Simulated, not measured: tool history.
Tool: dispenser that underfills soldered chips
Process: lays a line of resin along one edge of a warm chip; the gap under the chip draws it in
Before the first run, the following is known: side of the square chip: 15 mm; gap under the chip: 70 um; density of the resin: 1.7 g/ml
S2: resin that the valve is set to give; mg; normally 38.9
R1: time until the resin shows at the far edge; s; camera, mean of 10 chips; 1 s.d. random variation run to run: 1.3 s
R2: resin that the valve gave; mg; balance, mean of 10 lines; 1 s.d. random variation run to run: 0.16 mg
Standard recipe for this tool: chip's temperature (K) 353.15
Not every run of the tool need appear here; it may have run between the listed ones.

run 1 hour=0 | chip's_temperature_(K)=353.15 S2=38.9 | R1=152.1 R2=37.75
-- hour=6.2 new syringe of resin
run 2 hour=15.2 | chip's_temperature_(K)=353.15 S2=38.9 | R1=156.7 R2=37.14
-- hour=20.2 new syringe of resin
run 3 hour=26.1 | chip's_temperature_(K)=353.15 S2=38.9 | R1=141.7 R2=37.01
-- hour=35.1 new syringe of resin
run 4 hour=37.5 | chip's_temperature_(K)=353.15 S2=38.9 | R1=133.1 R2=36.74
-- hour=49.6 new syringe of resin
run 5 hour=49.6 | chip's_temperature_(K)=360.15 S2=38.9 | R1=94.1 R2=36.06
run 6 hour=59.4 | chip's_temperature_(K)=360.15 S2=38.9 | R1=123 R2=36.16
-- hour=64.3 new syringe of resin
run 7 hour=66.6 | chip's_temperature_(K)=353.15 S2=38.9 | R1=131.1 R2=36.15
run 8 hour=76.2 | chip's_temperature_(K)=353.15 S2=38.9 | R1=167.1 R2=35.47
-- hour=79.3 new syringe of resin
run 9 hour=84.5 | chip's_temperature_(K)=362.15 S2=38.9 | R1=100.4 R2=35.24
-- hour=94.1 new syringe of resin
run 10 hour=96.9 | chip's_temperature_(K)=362.15 S2=38.9 | R1=94.4 R2=35.11
run 11 hour=105.1 | chip's_temperature_(K)=362.15 S2=38.9 | R1=117.1 R2=35.02
-- hour=108.2 new syringe of resin
run 12 hour=114.3 | chip's_temperature_(K)=345.15 S2=38.9 | R1=195.9 R2=34.49
-- hour=116.6 dispensing valve cleaned and set on the balance
-- hour=124.1 new syringe of resin
run 13 hour=125.4 | chip's_temperature_(K)=345.15 S2=38.9 | R1=173.2 R2=38.6
run 14 hour=132.3 | chip's_temperature_(K)=345.15 S2=38.9 | R1=199.3 R2=38.65
-- hour=138.4 new syringe of resin
run 15 hour=145.9 | chip's_temperature_(K)=363.15 S2=38.9 | R1=99.5 R2=38.03
-- hour=152.7 new syringe of resin
run 16 hour=161.4 | chip's_temperature_(K)=363.15 S2=38.9 | R1=102.7 R2=37.77
-- hour=165.9 stage's temperature calibrated
-- hour=169 new syringe of resin
run 17 hour=174.5 | chip's_temperature_(K)=363.15 S2=38.9 | R1=101.1 R2=37.58
run 18 hour=182.4 | chip's_temperature_(K)=363.15 S2=38.9 | R1=127.4 R2=37.47
-- hour=184.1 new syringe of resin
run 19 hour=193.9 | chip's_temperature_(K)=363.15 S2=38.9 | R1=112.3 R2=36.72
-- hour=198.7 new syringe of resin
run 20 hour=201.6 | chip's_temperature_(K)=364.15 S2=38.9 | R1=93.3 R2=36.71
-- hour=213.1 new syringe of resin
run 21 hour=215 | chip's_temperature_(K)=359.15 S2=50 | R1=103.5 R2=46.97
-- hour=227.2 new syringe of resin
run 22 hour=227.2 | chip's_temperature_(K)=349.15 S2=49 | R1=145.3 R2=45.89
run 23 hour=235.7 | chip's_temperature_(K)=345.15 S2=35.3 | R1=231.5 R2=32.53
-- hour=241.4 new syringe of resin
run 24 hour=242.8 | chip's_temperature_(K)=346.15 S2=41.8 | R1=176 R2=38.13
run 25 hour=254.8 | chip's_temperature_(K)=353.15 S2=38.4 | R1=182.5 R2=34.69
-- hour=255.9 new syringe of resin
-- hour=270.4 new syringe of resin
run 26 hour=271.7 | chip's_temperature_(K)=353.15 S2=44.7 | R1=129.9 R2=39.91
-- hour=281.4 dispensing valve cleaned and set on the balance
run 27 hour=284.2 | chip's_temperature_(K)=353.15 S2=44.7 | R1=170.9 R2=44.54
-- hour=285.8 new syringe of resin
run 28 hour=296 | chip's_temperature_(K)=353.15 S2=44.7 | R1=160.1 R2=43.86
-- hour=300 new syringe of resin
run 29 hour=303.7 | chip's_temperature_(K)=358.15 S2=34.3 | R1=120.9 R2=33.52
-- hour=314.1 new syringe of resin
run 30 hour=320.3 | chip's_temperature_(K)=358.15 S2=34.3 | R1=125.4 R2=33.46
-- hour=328.4 new syringe of resin
run 31 hour=331.6 | chip's_temperature_(K)=338.15 S2=43.7 | R1=237.6 R2=42.25
-- hour=342.7 new syringe of resin
run 32 hour=345.2 | chip's_temperature_(K)=343.15 S2=50.2 | R1=184.5 R2=47.86
-- hour=357.4 new syringe of resin
run 33 hour=359 | chip's_temperature_(K)=343.15 S2=50.2 | R1=180.8 R2=47.26
run 34 hour=366.6 | chip's_temperature_(K)=351.15 S2=38.9 | R1=166.8 R2=36.49
-- hour=372.8 new syringe of resin
run 35 hour=375.6 | chip's_temperature_(K)=351.15 S2=38.9 | R1=143.7 R2=35.97
run 36 hour=382.5 | chip's_temperature_(K)=343.15 S2=34.1 | R1=251.3 R2=31.67

Predict each of these 3 candidate next runs independently; none follows another, all start after run 36:
-- hour=387.8 new syringe of resin
run A hour=397.8 | chip's_temperature_(K)=353.15 S2=46 | R1=? R2=?
-- hour=387.8 new syringe of resin
run B hour=397.8 | chip's_temperature_(K)=344.15 S2=37 | R1=? R2=?
-- hour=387.8 new syringe of resin
run C hour=397.8 | chip's_temperature_(K)=364.15 S2=33.2 | R1=? R2=?

run=A R1=158.7 R2=42
run=B R1=230.5 R2=34.1
run=C R1=115.7 R2=30.68
With the hidden condition removed and each run's random variation left untouched, the same runs would have given:
run=A R1=128 R2=45.68
run=B R1=183.5 R2=37.1
run=C R1=90.7 R2=33.38
